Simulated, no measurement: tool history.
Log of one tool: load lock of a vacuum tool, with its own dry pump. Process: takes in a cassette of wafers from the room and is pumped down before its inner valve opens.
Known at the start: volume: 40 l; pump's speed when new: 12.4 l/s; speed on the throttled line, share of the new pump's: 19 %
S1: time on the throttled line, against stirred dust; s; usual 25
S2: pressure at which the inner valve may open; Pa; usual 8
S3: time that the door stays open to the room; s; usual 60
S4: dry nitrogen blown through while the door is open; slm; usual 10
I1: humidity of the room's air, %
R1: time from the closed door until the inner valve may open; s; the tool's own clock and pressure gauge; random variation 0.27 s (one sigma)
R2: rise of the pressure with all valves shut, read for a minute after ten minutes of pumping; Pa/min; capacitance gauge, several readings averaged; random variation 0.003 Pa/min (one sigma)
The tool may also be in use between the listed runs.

{"run": 1, "day": 0.0, "S1": 25, "S2": 8, "S3": 60, "S4": 10, "I1": 43.6, "R1": 54.8, "R2": 0.044}
{"run": 2, "day": 6.583, "S1": 25, "S2": 7, "S3": 60, "S4": 10, "I1": 46.1, "R1": 55.1, "R2": 0.045}
{"run": 3, "day": 12.704, "S1": 25, "S2": 8, "S3": 60, "S4": 10, "I1": 44.6, "R1": 54.4, "R2": 0.046}
{"run": 4, "day": 19.029, "S1": 25, "S2": 8, "S3": 28, "S4": 10, "I1": 46.3, "R1": 55.2, "R2": 0.03}
{"run": 5, "day": 26.154, "S1": 25, "S2": 8, "S3": 28, "S4": 10, "I1": 41.9, "R1": 54.9, "R2": 0.032}
{"run": 6, "day": 30.438, "S1": 25, "S2": 8, "S3": 60, "S4": 10, "I1": 46.2, "R1": 55.0, "R2": 0.044}
{"run": 7, "day": 37.733, "S1": 25, "S2": 8, "S3": 65, "S4": 10, "I1": 44.5, "R1": 54.6, "R2": 0.046}
{"run": 8, "day": 44.058, "S1": 14, "S2": 8, "S3": 65, "S4": 10, "I1": 41.7, "R1": 46.1, "R2": 0.047}
{"run": 9, "day": 48.658, "S1": 25, "S2": 8, "S3": 127, "S4": 10, "I1": 44.9, "R1": 55.1, "R2": 0.06}
{"run": 10, "day": 56.2, "S1": 25, "S2": 8, "S3": 127, "S4": 10, "I1": 40.9, "R1": 54.9, "R2": 0.064}
{"run": 11, "day": 60.129, "S1": 18, "S2": 6, "S3": 88, "S4": 10, "I1": 45.2, "R1": 51.0, "R2": 0.06}
{"run": 12, "day": 65.55, "S1": 22, "S2": 7, "S3": 61, "S4": 8, "I1": 42.8, "R1": 53.4, "R2": 0.056}
{"run": 13, "day": 73.383, "S1": 20, "S2": 14, "S3": 53, "S4": 8, "I1": 44.2, "R1": 49.3, "R2": 0.053}
{"run": 14, "day": 78.025, "S1": 20, "S2": 14, "S3": 53, "S4": 8, "I1": 46.9, "R1": 49.6, "R2": 0.058}
{"run": 15, "day": 84.696, "S1": 25, "S2": 15, "S3": 81, "S4": 11, "I1": 44.2, "R1": 52.8, "R2": 0.058}
{"run": 16, "day": 92.992, "S1": 25, "S2": 8, "S3": 144, "S4": 8, "I1": 44.6, "R1": 55.4, "R2": 0.082}
{"run": 17, "day": 96.546, "S1": 25, "S2": 8, "S3": 30, "S4": 27, "I1": 47.5, "R1": 55.8, "R2": 0.035}
{"run": 18, "day": 100.546, "S1": 25, "S2": 14, "S3": 60, "S4": 10, "I1": 46.0, "R1": 53.4, "R2": 0.056}

Forecast each of these 3 alternatives for the next run:
{"run": "A", "day": 108.479, "S1": 25, "S2": 14, "S3": 27, "S4": 5, "I1": 44.0, "R1": "?", "R2": "?"}
{"run": "B", "day": 108.479, "S1": 25, "S2": 15, "S3": 143, "S4": 40, "I1": 45.8, "R1": "?", "R2": "?"}
{"run": "C", "day": 108.479, "S1": 25, "S2": 14, "S3": 48, "S4": 10, "I1": 43.8, "R1": "?", "R2": "?"}

run=A R1=53.8 R2=0.053
run=B R1=53.3 R2=0.041
run=C R1=53.3 R2=0.058
Without the tool's hidden state the same runs would have given:
run=A R1=49.5 R2=0.035
run=B R1=49.0 R2=0.023
run=C R1=49.0 R2=0.040
